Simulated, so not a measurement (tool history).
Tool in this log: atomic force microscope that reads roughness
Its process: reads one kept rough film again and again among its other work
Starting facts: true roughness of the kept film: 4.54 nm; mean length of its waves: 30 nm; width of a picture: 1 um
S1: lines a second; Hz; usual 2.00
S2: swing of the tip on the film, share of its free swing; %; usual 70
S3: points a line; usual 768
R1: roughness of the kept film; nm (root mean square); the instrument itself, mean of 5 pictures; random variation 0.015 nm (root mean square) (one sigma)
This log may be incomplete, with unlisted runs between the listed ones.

run	day	S1	S2	S3	R1
1	0.000	2.00	70	768	3.439
2	1.171	2.00	70	768	3.065
# day 1.812: new tip fitted
3	3.108	2.00	70	442	2.999
# day 3.750: new tip fitted
4	5.258	2.00	70	442	2.958
# day 5.600: new tip fitted
5	7.371	2.00	70	442	2.844
# day 7.567: new tip fitted
6	8.796	2.00	70	442	2.995
# day 9.508: new tip fitted
7	10.029	2.00	70	442	3.253
# day 11.404: new tip fitted
8	11.888	2.00	70	442	3.276
# day 13.375: new tip fitted
9	13.483	2.00	70	442	3.422
10	14.688	2.00	70	442	2.957
# day 15.304: new tip fitted
11	16.983	2.00	70	442	2.875
# day 17.175: new tip fitted
12	18.671	2.00	70	768	2.920
# day 19.125: new tip fitted
# day 20.983: new tip fitted
13	20.983	2.00	70	768	3.498
# day 22.950: new tip fitted
14	23.133	2.00	70	768	3.309
# day 24.758: new tip fitted
15	25.350	3.38	65	768	3.195
# day 26.600: new tip fitted
16	26.600	2.00	63	768	3.515
17	28.158	1.60	76	324	2.866
# day 28.467: new tip fitted
# day 30.379: new tip fitted
18	30.608	1.63	76	324	3.280
# day 32.242: new tip fitted
19	32.650	1.63	76	324	3.258
# day 34.212: new tip fitted
20	34.258	3.98	61	324	3.349
# day 36.196: new tip fitted
21	36.467	3.98	61	324	3.292
# day 38.150: new tip fitted
22	38.558	3.98	61	324	3.225
# day 40.146: new tip fitted
23	40.379	3.98	61	324	3.316
# day 41.975: new tip fitted
24	41.975	3.66	80	768	3.010
# day 42.546: height scale calibrated on a step standard
25	43.654	2.00	73	466	2.887
# day 43.846: new tip fitted
26	45.304	3.55	89	829	2.444
# day 45.783: new tip fitted
27	46.433	1.79	75	750	3.220
# day 47.608: new tip fitted
28	48.617	3.81	55	777	3.228

5 ways to go on from here, each from the tool as it stands after run 28. What would each give?
# day 49.471: new tip fitted
A	50.871	1.25	63	614	?
# day 49.471: new tip fitted
B	50.871	0.57	67	390	?
# day 49.471: new tip fitted
C	50.871	3.81	69	862	?
# day 49.471: new tip fitted
D	50.871	0.99	66	777	?
# day 49.471: new tip fitted
E	50.871	2.00	84	768	?

run	R1
A	3.146
B	3.156
C	2.907
D	3.141
E	2.843
What these runs would have given with no unlogged condition in the tool:
run	R1
A	3.686
B	3.698
C	3.408
D	3.681
E	3.332
